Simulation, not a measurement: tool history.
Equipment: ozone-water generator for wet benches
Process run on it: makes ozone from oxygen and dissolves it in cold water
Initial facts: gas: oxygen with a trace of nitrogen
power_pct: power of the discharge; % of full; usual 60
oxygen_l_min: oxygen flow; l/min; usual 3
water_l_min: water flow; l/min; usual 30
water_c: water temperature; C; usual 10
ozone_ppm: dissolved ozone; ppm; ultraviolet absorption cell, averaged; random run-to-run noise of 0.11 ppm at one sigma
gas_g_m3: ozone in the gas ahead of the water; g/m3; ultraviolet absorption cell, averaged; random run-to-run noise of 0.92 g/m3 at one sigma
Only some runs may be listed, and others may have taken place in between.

Run 1, hour 0: usual settings. Result: ozone_ppm 6.3 ppm, gas_g_m3 150.9 g/m3.
Run 2, hour 38.9: usual settings. Result: ozone_ppm 6.3 ppm, gas_g_m3 153 g/m3.
Run 3, hour 85.9: usual settings but water_c 8 C. Result: ozone_ppm 6.4 ppm, gas_g_m3 152.3 g/m3.
Run 4, hour 171.5: usual settings but water_c 8 C. Result: ozone_ppm 6.3 ppm, gas_g_m3 153 g/m3.
Run 5, hour 226.8: usual settings but water_c 8 C. Result: ozone_ppm 6.3 ppm, gas_g_m3 152.3 g/m3.
Run 6, hour 315.5: usual settings but water_c 8 C. Result: ozone_ppm 6.4 ppm, gas_g_m3 153 g/m3.
Run 7, hour 353.4: usual settings but water_c 8 C. Result: ozone_ppm 6.4 ppm, gas_g_m3 152.7 g/m3.
Run 8, hour 410: usual settings but power_pct 63 % of full, water_c 8 C. Result: ozone_ppm 6.6 ppm, gas_g_m3 156.7 g/m3.
Run 9, hour 465.2: usual settings but oxygen_l_min 2.87 l/min. Result: ozone_ppm 6.4 ppm, gas_g_m3 155 g/m3.
Run 10, hour 523.4: usual settings but oxygen_l_min 2.87 l/min. Result: ozone_ppm 6.3 ppm, gas_g_m3 155.9 g/m3.
Run 11, hour 593.6: usual settings but oxygen_l_min 2.87 l/min. Result: ozone_ppm 6.3 ppm, gas_g_m3 154.4 g/m3.
Run 12, hour 682.8: usual settings but oxygen_l_min 2.87 l/min. Result: ozone_ppm 6.2 ppm, gas_g_m3 155.6 g/m3.
Run 13, hour 771.5: usual settings but oxygen_l_min 2.87 l/min. Result: ozone_ppm 6 ppm, gas_g_m3 153.4 g/m3.
Run 14, hour 823.3: usual settings but power_pct 74 % of full, oxygen_l_min 2.99 l/min, water_l_min 19 l/min. Result: ozone_ppm 11.2 ppm, gas_g_m3 174.1 g/m3.
Run 15, hour 878.7: usual settings but power_pct 53 % of full, oxygen_l_min 1.53 l/min, water_l_min 23 l/min, water_c 11 C. Result: ozone_ppm 6.5 ppm, gas_g_m3 206.7 g/m3.
At hour 887.6: contactor cleaned.
Run 16, hour 960.9: usual settings but power_pct 54 % of full, oxygen_l_min 1.59 l/min, water_c 15 C. Result: ozone_ppm 4.9 ppm, gas_g_m3 205.1 g/m3.

Run 17 comes next. What will it give?
Run 17, hour 1010.8: usual settings but power_pct 52 % of full, oxygen_l_min 2.99 l/min, water_l_min 43 l/min. Result: ozone_ppm ?, gas_g_m3 ?.

Run 17 yielded ozone_ppm 3.6 ppm, gas_g_m3 136.6 g/m3.
The same run, on a tool lacking any hidden state, would have yielded ozone_ppm 4.1 ppm, gas_g_m3 138.8 g/m3.
